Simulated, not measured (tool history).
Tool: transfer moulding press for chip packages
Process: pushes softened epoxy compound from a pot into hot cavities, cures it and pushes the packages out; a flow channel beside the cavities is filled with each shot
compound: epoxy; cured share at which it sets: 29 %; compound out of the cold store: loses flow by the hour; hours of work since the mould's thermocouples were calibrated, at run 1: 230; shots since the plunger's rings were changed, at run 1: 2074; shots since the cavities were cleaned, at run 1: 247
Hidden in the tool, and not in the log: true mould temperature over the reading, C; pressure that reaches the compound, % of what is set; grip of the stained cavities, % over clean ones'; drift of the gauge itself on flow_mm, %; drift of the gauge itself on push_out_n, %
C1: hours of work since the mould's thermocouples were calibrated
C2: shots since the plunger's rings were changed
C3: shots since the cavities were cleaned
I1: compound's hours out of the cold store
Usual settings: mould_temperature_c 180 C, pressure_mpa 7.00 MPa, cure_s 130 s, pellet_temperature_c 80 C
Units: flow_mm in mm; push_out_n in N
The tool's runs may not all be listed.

run 1 hour=0.0 | mould_temperature_c=180 pressure_mpa=7.00 cure_s=130 pellet_temperature_c=80 | C1=230 C2=2074 C3=247 | I1=34.7 | flow_mm=503 push_out_n=403
run 2 hour=13.8 | mould_temperature_c=180 pressure_mpa=7.00 cure_s=130 pellet_temperature_c=80 | C1=237 C2=2177 C3=350 | I1=24.1 | flow_mm=530 push_out_n=400
-- hour=28.9 cavities cleaned with cleaning compound and waxed
run 3 hour=30.0 | mould_temperature_c=180 pressure_mpa=7.00 cure_s=130 pellet_temperature_c=80 | C1=245 C2=2286 C3=8 | I1=9.6 | flow_mm=570 push_out_n=378
run 4 hour=44.6 | mould_temperature_c=180 pressure_mpa=7.00 cure_s=130 pellet_temperature_c=80 | C1=253 C2=2395 C3=117 | I1=34.8 | flow_mm=504 push_out_n=387
run 5 hour=58.6 | mould_temperature_c=180 pressure_mpa=7.00 cure_s=130 pellet_temperature_c=80 | C1=261 C2=2499 C3=221 | I1=19.0 | flow_mm=547 push_out_n=401
run 6 hour=70.3 | mould_temperature_c=180 pressure_mpa=7.21 cure_s=130 pellet_temperature_c=80 | C1=267 C2=2586 C3=308 | I1=20.9 | flow_mm=547 push_out_n=395
run 7 hour=79.8 | mould_temperature_c=180 pressure_mpa=7.00 cure_s=130 pellet_temperature_c=80 | C1=273 C2=2656 C3=378 | I1=25.1 | flow_mm=525 push_out_n=392
-- hour=90.7 cavities cleaned with cleaning compound and waxed
run 8 hour=94.2 | mould_temperature_c=180 pressure_mpa=7.00 cure_s=130 pellet_temperature_c=80 | C1=280 C2=2753 C3=26 | I1=15.3 | flow_mm=557 push_out_n=387
run 9 hour=103.8 | mould_temperature_c=183 pressure_mpa=7.00 cure_s=130 pellet_temperature_c=80 | C1=285 C2=2824 C3=97 | I1=27.1 | flow_mm=516 push_out_n=380
run 10 hour=118.8 | mould_temperature_c=177 pressure_mpa=7.00 cure_s=130 pellet_temperature_c=80 | C1=293 C2=2935 C3=208 | I1=25.3 | flow_mm=540 push_out_n=397
run 11 hour=128.4 | mould_temperature_c=177 pressure_mpa=7.00 cure_s=130 pellet_temperature_c=80 | C1=298 C2=3007 C3=280 | I1=28.4 | flow_mm=529 push_out_n=406
run 12 hour=136.7 | mould_temperature_c=180 pressure_mpa=7.00 cure_s=130 pellet_temperature_c=85 | C1=303 C2=3068 C3=341 | I1=19.7 | flow_mm=540 push_out_n=408
run 13 hour=143.7 | mould_temperature_c=176 pressure_mpa=7.79 cure_s=132 pellet_temperature_c=74 | C1=307 C2=3120 C3=393 | I1=10.7 | flow_mm=617 push_out_n=412
-- hour=152.4 cavities cleaned with cleaning compound and waxed
run 14 hour=157.4 | mould_temperature_c=186 pressure_mpa=8.63 cure_s=130 pellet_temperature_c=86 | C1=314 C2=3211 C3=37 | I1=38.3 | flow_mm=529 push_out_n=372
run 15 hour=168.8 | mould_temperature_c=182 pressure_mpa=8.63 cure_s=157 pellet_temperature_c=76 | C1=320 C2=3296 C3=122 | I1=28.0 | flow_mm=568 push_out_n=378
run 16 hour=180.8 | mould_temperature_c=182 pressure_mpa=6.57 cure_s=157 pellet_temperature_c=76 | C1=326 C2=3385 C3=211 | I1=14.7 | flow_mm=528 push_out_n=368
run 17 hour=191.8 | mould_temperature_c=180 pressure_mpa=7.00 cure_s=130 pellet_temperature_c=74 | C1=332 C2=3467 C3=293 | I1=34.9 | flow_mm=510 push_out_n=414
run 18 hour=199.3 | mould_temperature_c=180 pressure_mpa=7.00 cure_s=114 pellet_temperature_c=77 | C1=337 C2=3523 C3=349 | I1=46.9 | flow_mm=476 push_out_n=417
-- hour=211.3 mould's thermocouples calibrated
run 19 hour=212.8 | mould_temperature_c=180 pressure_mpa=5.38 cure_s=130 pellet_temperature_c=80 | C1=1 C2=3608 C3=434 | I1=13.9 | flow_mm=486 push_out_n=393
-- hour=215.6 cavities cleaned with cleaning compound and waxed
run 20 hour=222.4 | mould_temperature_c=179 pressure_mpa=8.47 cure_s=138 pellet_temperature_c=83 | C1=5 C2=3668 C3=50 | I1=34.1 | flow_mm=561 push_out_n=369
run 21 hour=233.5 | mould_temperature_c=185 pressure_mpa=7.00 cure_s=166 pellet_temperature_c=80 | C1=11 C2=3751 C3=133 | I1=27.8 | flow_mm=506 push_out_n=364

Forecast run 22:
run 22 hour=240.5 | mould_temperature_c=180 pressure_mpa=8.27 cure_s=155 pellet_temperature_c=80 | C1=15 C2=3803 C3=185 | I1=35.3 | flow_mm=? push_out_n=?

flow_mm: 551 mm
push_out_n: 378 N
Without the tool's hidden state the same run would have given flow_mm 552 mm, push_out_n 376 N.
